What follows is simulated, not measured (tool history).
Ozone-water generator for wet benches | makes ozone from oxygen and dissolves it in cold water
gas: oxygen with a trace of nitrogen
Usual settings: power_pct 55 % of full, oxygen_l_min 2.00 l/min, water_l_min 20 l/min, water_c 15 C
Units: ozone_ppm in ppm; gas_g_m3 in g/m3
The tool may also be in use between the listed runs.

Run 1, day 0.000: usual settings. Result: ozone_ppm 6.4 ppm, gas_g_m3 131.0 g/m3.
Run 2, day 0.708: usual settings. Result: ozone_ppm 6.6 ppm, gas_g_m3 132.6 g/m3.
Run 3, day 1.688: usual settings. Result: ozone_ppm 6.4 ppm, gas_g_m3 132.9 g/m3.
Run 4, day 3.296: usual settings. Result: ozone_ppm 6.4 ppm, gas_g_m3 131.9 g/m3.
Run 5, day 4.833: usual settings. Result: ozone_ppm 6.4 ppm, gas_g_m3 132.4 g/m3.
Run 6, day 5.838: usual settings but oxygen_l_min 1.92 l/min. Result: ozone_ppm 6.4 ppm, gas_g_m3 133.3 g/m3.
Run 7, day 7.275: usual settings but oxygen_l_min 1.92 l/min. Result: ozone_ppm 6.2 ppm, gas_g_m3 131.9 g/m3.
Run 8, day 8.533: usual settings but oxygen_l_min 3.20 l/min. Result: ozone_ppm 7.7 ppm, gas_g_m3 114.4 g/m3.
Run 9, day 9.317: usual settings. Result: ozone_ppm 6.5 ppm, gas_g_m3 132.0 g/m3.
Run 10, day 10.200: usual settings but oxygen_l_min 2.10 l/min. Result: ozone_ppm 6.7 ppm, gas_g_m3 129.3 g/m3.
At day 11.754: contactor cleaned.
Run 11, day 11.754: usual settings but oxygen_l_min 2.10 l/min. Result: ozone_ppm 7.2 ppm, gas_g_m3 129.4 g/m3.
Run 12, day 12.796: usual settings. Result: ozone_ppm 6.9 ppm, gas_g_m3 131.5 g/m3.
Run 13, day 14.033: usual settings. Result: ozone_ppm 6.9 ppm, gas_g_m3 132.0 g/m3.
Run 14, day 15.008: usual settings. Result: ozone_ppm 6.8 ppm, gas_g_m3 132.1 g/m3.
Run 15, day 16.608: usual settings but water_l_min 17 l/min. Result: ozone_ppm 8.2 ppm, gas_g_m3 130.5 g/m3.
Run 16, day 17.925: usual settings but water_l_min 17 l/min. Result: ozone_ppm 8.3 ppm, gas_g_m3 131.0 g/m3.
Run 17, day 19.292: usual settings but power_pct 64 % of full, oxygen_l_min 1.11 l/min, water_l_min 29 l/min. Result: ozone_ppm 3.5 ppm, gas_g_m3 174.1 g/m3.
Run 18, day 20.546: usual settings but power_pct 62 % of full, water_l_min 16 l/min, water_c 22 C. Result: ozone_ppm 8.7 ppm, gas_g_m3 140.5 g/m3.
Run 19, day 21.542: usual settings but power_pct 94 % of full, oxygen_l_min 3.18 l/min, water_c 10 C. Result: ozone_ppm 12.2 ppm, gas_g_m3 159.0 g/m3.
Run 20, day 23.242: usual settings but power_pct 94 % of full, oxygen_l_min 3.18 l/min, water_c 10 C. Result: ozone_ppm 12.6 ppm, gas_g_m3 159.3 g/m3.
Run 21, day 24.517: usual settings but power_pct 94 % of full, oxygen_l_min 3.18 l/min, water_l_min 13 l/min, water_c 10 C. Result: ozone_ppm 18.6 ppm, gas_g_m3 158.2 g/m3.
Run 22, day 25.767: usual settings but power_pct 94 % of full, oxygen_l_min 3.18 l/min, water_l_min 19 l/min, water_c 12 C. Result: ozone_ppm 12.8 ppm, gas_g_m3 160.1 g/m3.
Run 23, day 26.488: usual settings but power_pct 94 % of full, oxygen_l_min 3.18 l/min, water_l_min 19 l/min, water_c 12 C. Result: ozone_ppm 12.6 ppm, gas_g_m3 159.2 g/m3.
Run 24, day 28.154: usual settings but power_pct 74 % of full, water_c 16 C. Result: ozone_ppm 8.3 ppm, gas_g_m3 158.2 g/m3.
Run 25, day 29.617: usual settings but power_pct 91 % of full, oxygen_l_min 2.73 l/min. Result: ozone_ppm 10.8 ppm, gas_g_m3 165.3 g/m3.
Run 26, day 30.567: usual settings but power_pct 91 % of full, oxygen_l_min 2.73 l/min. Result: ozone_ppm 10.9 ppm, gas_g_m3 161.8 g/m3.
Run 27, day 31.754: usual settings but power_pct 45 % of full, water_l_min 32 l/min, water_c 9 C. Result: ozone_ppm 3.5 ppm, gas_g_m3 113.3 g/m3.
Run 28, day 32.596: usual settings but power_pct 71 % of full, oxygen_l_min 2.25 l/min, water_l_min 18 l/min, water_c 9 C. Result: ozone_ppm 10.0 ppm, gas_g_m3 148.6 g/m3.

Run 29 comes next. What will it give?
Run 29, day 33.708: usual settings but power_pct 50 % of full, oxygen_l_min 3.48 l/min. Result: ozone_ppm ?, gas_g_m3 ?.

Run 29 gave ozone_ppm 8.2 ppm, gas_g_m3 103.9 g/m3.
Without the tool's hidden state the same run would have given ozone_ppm 8.4 ppm, gas_g_m3 106.3 g/m3.
